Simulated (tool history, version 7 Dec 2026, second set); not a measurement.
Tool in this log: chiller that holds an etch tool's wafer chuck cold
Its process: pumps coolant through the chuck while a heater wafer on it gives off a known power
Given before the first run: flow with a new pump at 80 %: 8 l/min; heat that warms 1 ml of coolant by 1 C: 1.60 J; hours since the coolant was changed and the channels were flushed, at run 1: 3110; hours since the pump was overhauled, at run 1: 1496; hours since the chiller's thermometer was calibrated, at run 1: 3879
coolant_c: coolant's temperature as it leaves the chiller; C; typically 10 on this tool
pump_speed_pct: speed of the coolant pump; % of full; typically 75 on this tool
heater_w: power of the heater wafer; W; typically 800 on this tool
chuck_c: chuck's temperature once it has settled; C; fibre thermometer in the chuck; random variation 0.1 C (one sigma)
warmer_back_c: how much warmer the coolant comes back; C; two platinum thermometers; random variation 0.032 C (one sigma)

run	hour	coolant_c	pump_speed_pct	heater_w	hours since the coolant was changed and the channels were flushed	hours since the pump was overhauled	hours since the chiller's thermometer was calibrated	chuck_c	warmer_back_c
1	0.0	10	75	800	3110	1496	3879	16.5	3.97
2	87.7	10	75	800	3197	1584	3967	16.4	3.96
3	142.5	10	75	800	3252	1639	4021	16.6	3.96
4	214.9	10	96	800	3325	1711	4094	15.2	3.11
5	290.1	10	96	1000	3400	1787	4169	16.5	3.88
# hour 359.1: chiller's thermometer calibrated
6	379.3	10	96	1000	3488	1875	20	16.4	3.87
7	427.9	3	75	800	3537	1923	69	9.7	4.03
8	502.2	3	75	800	3611	1998	143	9.7	4.05
9	617.1	3	75	654	3726	2112	258	8.4	3.30
10	684.5	3	75	654	3793	2180	325	8.5	3.28
11	771.1	10	75	800	3880	2266	412	16.6	4.04
12	823.9	10	75	800	3933	2319	465	16.6	3.97
13	883.5	10	96	800	3992	2379	524	15.3	3.10
14	991.0	10	96	800	4100	2486	632	15.3	3.08
15	1073.5	10	96	468	4182	2569	714	13.1	1.86
16	1185.8	18	63	925	4294	2681	827	26.9	5.56
17	1234.7	18	92	800	4343	2730	876	23.3	3.24
18	1341.0	18	92	800	4450	2836	982	23.5	3.16
19	1412.3	18	92	800	4521	2908	1053	23.4	3.27
20	1469.6	10	93	1161	4578	2965	1110	17.9	4.64
21	1537.3	10	93	437	4646	3033	1178	13.2	1.72
22	1589.6	0	62	599	4698	3085	1230	5.8	3.65
23	1696.1	0	62	599	4805	3191	1337	5.7	3.72
24	1813.7	20	94	830	4922	3309	1455	25.4	3.29
25	1918.9	10	64	800	5028	3414	1560	17.6	4.70
26	1989.6	10	64	800	5098	3485	1630	17.8	4.77
27	2066.1	10	73	417	5175	3561	1707	13.5	2.19
28	2159.2	10	73	417	5268	3655	1800	13.5	2.16

3 ways to go on from here, each from the tool as it stands after run 28. What would each give?
A	2251.7	8	73	417	5360	3747	1893	?	?
B	2251.7	13	89	590	5360	3747	1893	?	?
C	2251.7	10	73	858	5360	3747	1893	?	?

run	chuck_c	warmer_back_c
A	11.7	2.08
B	17.0	2.47
C	17.2	4.39
With the hidden condition removed and each run's random variation left untouched, the same runs would have given:
run	chuck_c	warmer_back_c
A	11.7	2.07
B	17.0	2.47
C	17.2	4.39
